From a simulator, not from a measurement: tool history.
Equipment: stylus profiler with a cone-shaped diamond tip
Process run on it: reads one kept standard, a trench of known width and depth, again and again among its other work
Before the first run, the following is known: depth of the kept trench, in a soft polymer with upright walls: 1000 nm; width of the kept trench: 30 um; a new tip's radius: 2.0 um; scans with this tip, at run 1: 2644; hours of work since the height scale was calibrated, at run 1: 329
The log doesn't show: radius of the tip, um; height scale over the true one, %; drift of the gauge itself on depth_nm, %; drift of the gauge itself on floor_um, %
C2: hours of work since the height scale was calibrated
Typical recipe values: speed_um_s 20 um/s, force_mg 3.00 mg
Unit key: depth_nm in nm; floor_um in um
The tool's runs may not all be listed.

Run 1, hour 0.0: usual settings; scans with this tip 2644; C2 329. Result: depth_nm 1014.68 nm, floor_um 26.48 um.
Run 2, hour 15.6: usual settings; scans with this tip 2708; C2 337. Result: depth_nm 1014.75 nm, floor_um 26.46 um.
Run 3, hour 33.8: usual settings; scans with this tip 2782; C2 346. Result: depth_nm 1014.27 nm, floor_um 26.45 um.
Run 4, hour 63.0: usual settings; scans with this tip 2901; C2 361. Result: depth_nm 1014.20 nm, floor_um 26.47 um.
Run 5, hour 82.8: usual settings but speed_um_s 6 um/s; scans with this tip 2982; C2 371. Result: depth_nm 1014.58 nm, floor_um 26.51 um.
Run 6, hour 103.1: usual settings; scans with this tip 3065; C2 381. Result: depth_nm 1014.23 nm, floor_um 26.42 um.
Run 7, hour 130.8: usual settings but speed_um_s 19 um/s, force_mg 2.02 mg; scans with this tip 3178; C2 395. Result: depth_nm 1010.61 nm, floor_um 26.52 um.
Run 8, hour 155.2: usual settings but speed_um_s 6 um/s, force_mg 1.40 mg; scans with this tip 3278; C2 408. Result: depth_nm 1008.80 nm, floor_um 26.45 um.
Run 9, hour 179.1: usual settings but speed_um_s 39 um/s, force_mg 7.82 mg; scans with this tip 3376; C2 420. Result: depth_nm 1027.68 nm, floor_um 26.45 um.
Run 10, hour 211.2: usual settings but speed_um_s 21 um/s, force_mg 7.82 mg; scans with this tip 3507; C2 436. Result: depth_nm 1028.20 nm, floor_um 26.50 um.
Run 11, hour 229.3: usual settings but speed_um_s 21 um/s, force_mg 7.82 mg; scans with this tip 3581; C2 445. Result: depth_nm 1027.79 nm, floor_um 26.47 um.

Consider 3 possible next runs. They are alternatives, not a sequence: every one starts from the tool as it was left by run 11. What does each give?
Run A, hour 255.7: usual settings but speed_um_s 46 um/s, force_mg 1.61 mg; scans with this tip 3689; C2 459. Result: depth_nm ?, floor_um ?.
Run B, hour 255.7: usual settings but speed_um_s 43 um/s, force_mg 6.00 mg; scans with this tip 3689; C2 459. Result: depth_nm ?, floor_um ?.
Run C, hour 255.7: usual settings but speed_um_s 11 um/s; scans with this tip 3689; C2 459. Result: depth_nm ?, floor_um ?.

run  depth_nm  floor_um
  A   1009.55     26.38
  B   1023.07     26.37
  C   1014.49     26.46
Stripped of hidden state, with their random variation kept, the same runs would have yielded:
run  depth_nm  floor_um
  A   1009.56     26.39
  B   1023.08     26.38
  C   1014.50     26.47
